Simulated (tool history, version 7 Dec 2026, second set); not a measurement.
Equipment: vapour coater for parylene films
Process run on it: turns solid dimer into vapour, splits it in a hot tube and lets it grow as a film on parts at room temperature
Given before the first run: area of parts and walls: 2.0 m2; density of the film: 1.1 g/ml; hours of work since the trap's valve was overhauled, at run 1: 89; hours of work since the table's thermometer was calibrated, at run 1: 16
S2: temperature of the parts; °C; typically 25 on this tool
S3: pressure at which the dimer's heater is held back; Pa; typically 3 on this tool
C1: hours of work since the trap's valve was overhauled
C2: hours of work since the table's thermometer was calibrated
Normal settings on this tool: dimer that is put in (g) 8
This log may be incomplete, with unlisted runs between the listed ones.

Run 1, day 0: usual settings; C1 89; C2 16. Result: thickness of the film (µm) 2.03.
Run 2, day 1.9: usual settings; C1 123; C2 50. Result: thickness of the film (µm) 1.98.
Run 3, day 3.275: usual settings but S3 2.62 Pa; C1 148; C2 74. Result: thickness of the film (µm) 2.02.
Run 4, day 4.483: usual settings but S3 2.62 Pa; C1 170; C2 96. Result: thickness of the film (µm) 2.03.
Run 5, day 6.133: usual settings but S3 2.62 Pa; C1 199; C2 126. Result: thickness of the film (µm) 1.96.
Run 6, day 7.446: usual settings but S3 2.62 Pa; C1 223; C2 149. Result: thickness of the film (µm) 2.
Run 7, day 9.325: usual settings but S3 2.62 Pa; C1 257; C2 183. Result: thickness of the film (µm) 1.94.
Run 8, day 10.238: usual settings but S2 18 °C, S3 2.62 Pa; C1 273; C2 199. Result: thickness of the film (µm) 2.38.
Run 9, day 11.529: usual settings but S2 18 °C, S3 2.62 Pa; C1 296; C2 222. Result: thickness of the film (µm) 2.31.
Run 10, day 12.933: usual settings but S2 18 °C, S3 2.62 Pa; C1 321; C2 248. Result: thickness of the film (µm) 2.3.
At day 13.517: trap's valve overhauled.
Run 11, day 14.7: usual settings but S2 18 °C, S3 2.62 Pa; C1 21; C2 276. Result: thickness of the film (µm) 2.55.
Run 12, day 16.638: usual settings but S2 18 °C, S3 2.62 Pa; C1 56; C2 311. Result: thickness of the film (µm) 2.47.
Run 13, day 18.304: usual settings but S2 18 °C, S3 2.62 Pa; C1 86; C2 341. Result: thickness of the film (µm) 2.48.
Run 14, day 19.271: usual settings but S2 18 °C, S3 2.62 Pa; C1 103; C2 358. Result: thickness of the film (µm) 2.45.
Run 15, day 21.525: usual settings but S2 18 °C, S3 2.62 Pa; C1 144; C2 399. Result: thickness of the film (µm) 2.46.
Run 16, day 22.508: usual settings but S2 18 °C, S3 2.62 Pa; C1 161; C2 416. Result: thickness of the film (µm) 2.42.
Run 17, day 24.062: usual settings but dimer that is put in (g) 12; C1 189; C2 444. Result: thickness of the film (µm) 2.85.
Run 18, day 25.746: usual settings but dimer that is put in (g) 3; C1 219; C2 474. Result: thickness of the film (µm) 0.73.
Run 19, day 27.321: usual settings but dimer that is put in (g) 3; C1 248; C2 503. Result: thickness of the film (µm) 0.68.
Run 20, day 29.204: usual settings but S2 19 °C; C1 281; C2 537. Result: thickness of the film (µm) 2.17.
Run 21, day 30.167: usual settings but dimer that is put in (g) 7, S2 23 °C, S3 9.74 Pa; C1 299; C2 554. Result: thickness of the film (µm) 1.27.
Run 22, day 31.1: usual settings but dimer that is put in (g) 14, S2 35 °C, S3 4.74 Pa; C1 315; C2 571. Result: thickness of the film (µm) 2.22.
At day 31.933: trap's valve overhauled.
Run 23, day 32.8: usual settings but dimer that is put in (g) 5, S2 20 °C, S3 4.74 Pa; C1 16; C2 598. Result: thickness of the film (µm) 1.34.
Run 24, day 34.121: usual settings but dimer that is put in (g) 14, S2 31 °C, S3 11.6 Pa; C1 39; C2 622. Result: thickness of the film (µm) 2.18.
Run 25, day 35.771: usual settings but dimer that is put in (g) 4, S3 5.9 Pa; C1 69; C2 651. Result: thickness of the film (µm) 0.8.
Run 26, day 37.858: usual settings but dimer that is put in (g) 10, S3 9.36 Pa; C1 106; C2 689. Result: thickness of the film (µm) 1.88.
Run 27, day 39.546: usual settings but dimer that is put in (g) 10, S3 9.36 Pa; C1 137; C2 719. Result: thickness of the film (µm) 1.85.
Run 28, day 41.275: usual settings but dimer that is put in (g) 7, S3 3.42 Pa; C1 168; C2 750. Result: thickness of the film (µm) 1.63.
Run 29, day 43.496: usual settings but dimer that is put in (g) 13, S2 22 °C, S3 3.79 Pa; C1 207; C2 790. Result: thickness of the film (µm) 3.19.
Run 30, day 44.579: usual settings but dimer that is put in (g) 13, S2 22 °C, S3 3.79 Pa; C1 227; C2 809. Result: thickness of the film (µm) 3.18.
Run 31, day 46.717: usual settings but dimer that is put in (g) 9, S2 24 °C, S3 2.54 Pa; C1 265; C2 848. Result: thickness of the film (µm) 2.26.
Run 32, day 48.442: usual settings but dimer that is put in (g) 11, S2 19 °C, S3 3.92 Pa; C1 296; C2 879. Result: thickness of the film (µm) 2.78.
Run 33, day 49.688: usual settings but dimer that is put in (g) 6; C1 319; C2 901. Result: thickness of the film (µm) 1.43.
At day 50.346: trap's valve overhauled.
Run 34, day 51.771: usual settings but dimer that is put in (g) 6; C1 26; C2 935. Result: thickness of the film (µm) 1.52.

For run 35, what comes out?
Run 35, day 53.596: usual settings but dimer that is put in (g) 6; C1 58; C2 968. Result: thickness of the film (µm) ?.

{"run 35": {"thickness of the film (µm)": 1.49}}
The same run, on a tool lacking any hidden state, would have yielded thickness of the film (µm) 1.54.
